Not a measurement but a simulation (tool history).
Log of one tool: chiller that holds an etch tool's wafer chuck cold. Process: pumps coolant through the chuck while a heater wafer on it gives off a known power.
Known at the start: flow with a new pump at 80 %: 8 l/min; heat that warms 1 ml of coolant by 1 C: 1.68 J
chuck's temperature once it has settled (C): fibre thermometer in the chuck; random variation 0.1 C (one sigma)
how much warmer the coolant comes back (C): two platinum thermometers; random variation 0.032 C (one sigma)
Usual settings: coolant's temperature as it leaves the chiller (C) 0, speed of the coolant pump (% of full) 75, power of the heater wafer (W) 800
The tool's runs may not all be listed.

run    hour  coolant's temperature as it leaves the chiller (C)  speed of the coolant pump (% of full)  power of the heater wafer (W)  chuck's temperature once it has settled (C)  how much warmer the coolant comes back (C)
  1       0                                                   0                                     75                            800                                          8.9                                        4.04
  2    46.1                                                   0                                     75                            800                                          8.9                                        4.07
  3    99.3                                                  -7                                     75                            800                                          1.7                                        4.07
      104.4  -- chiller's thermometer calibrated
  4     131                                                  -7                                     75                            800                                          1.9                                        4.01
  5     164                                                  -7                                     75                            800                                          1.8                                         4.1
  6   207.4                                                  -7                                     75                            800                                            2                                        4.01
  7   238.6                                                   0                                     75                            696                                          7.9                                        3.57
  8   287.1                                                   0                                     61                            800                                         10.2                                        5.06
      319.5  -- chiller's thermometer calibrated, once more
  9   328.2                                                   0                                     61                            800                                          9.7                                        5.08
 10   379.7                                                   0                                     61                            800                                          9.9                                        5.15
 11   412.5                                                  -9                                     75                            800                                         -0.4                                         4.1
 12   468.3                                                  -9                                     75                            800                                         -0.3                                        4.02
 13   517.1                                                  -9                                     75                            800                                         -0.3                                        4.13
 14   566.9                                                  -9                                     75                            800                                         -0.4                                        4.09
 15   599.5                                                   0                                     64                            800                                          9.6                                        4.87
 16     642                                                   0                                     64                            800                                          9.6                                        4.89
 17   698.5                                                   1                                     64                            484                                          6.8                                        2.97
 18   742.3                                                  -3                                     90                            487                                          1.7                                        2.04
 19   781.3                                                   0                                     92                            821                                            8                                        3.32
 20   814.6                                                   0                                     75                            454                                            5                                        2.33
 21   838.5                                                  -1                                     78                           1146                                         11.1                                        5.63
 22   872.3                                                   1                                     85                            460                                          5.6                                         2.1
 23   913.9                                                  -8                                     67                            635                                         -0.6                                        3.71
 24   943.5                                                  -8                                     67                            635                                         -0.4                                        3.67
 25   997.1                                                  -8                                     74                           1097                                          4.1                                        5.74
 26  1037.8                                                  -8                                     74                           1097                                          4.1                                        5.74
 27  1064.3                                                  -5                                     75                           1157                                          7.7                                        5.98
 28  1112.6                                                  -2                                    100                           1157                                          8.5                                        4.37
 29  1170.2                                                  -2                                    100                           1157                                          8.7                                        4.37
 30    1219                                                   9                                     93                            800                                         16.9                                        3.31
 31  1250.6                                                   3                                     75                            759                                         11.4                                        3.96
 32  1281.1                                                   3                                     75                            759                                         11.4                                        3.91

The same runs without the tool's hidden state, with the same run-to-run variation:
The hidden state here: heat passed by the chuck's channels, % of clean ones'; flow at a given pump speed, % of a new pump's; coolant's true temperature over the reading, C; drift of the gauge itself on chuck_c, C; drift of the gauge itself on warmer_back_c, C.
run  chuck's temperature once it has settled (C)  how much warmer the coolant comes back (C)
  1                                          7.9                                        3.85
  2                                          7.9                                        3.88
  3                                          0.7                                        3.87
  4                                          0.8                                        3.81
  5                                          0.7                                        3.89
  6                                          0.9                                         3.8
  7                                          6.9                                        3.38
  8                                            9                                        4.79
  9                                          8.8                                         4.8
 10                                            9                                        4.87
 11                                         -1.2                                        3.87
 12                                         -1.2                                        3.78
 13                                         -1.2                                        3.89
 14                                         -1.3                                        3.85
 15                                          8.7                                        4.58
 16                                          8.6                                        4.59
 17                                          6.2                                        2.78
 18                                          1.2                                        1.91
 19                                          7.1                                         3.1
 20                                          4.4                                        2.18
 21                                          9.8                                        5.25
 22                                          5.1                                        1.96
 23                                         -1.4                                        3.46
 24                                         -1.3                                        3.42
 25                                          2.6                                        5.34
 26                                          2.6                                        5.33
 27                                          6.2                                        5.56
 28                                          7.2                                        4.05
 29                                          7.4                                        4.05
 30                                         15.9                                        3.07
 31                                         10.3                                        3.66
 32                                         10.3                                        3.62
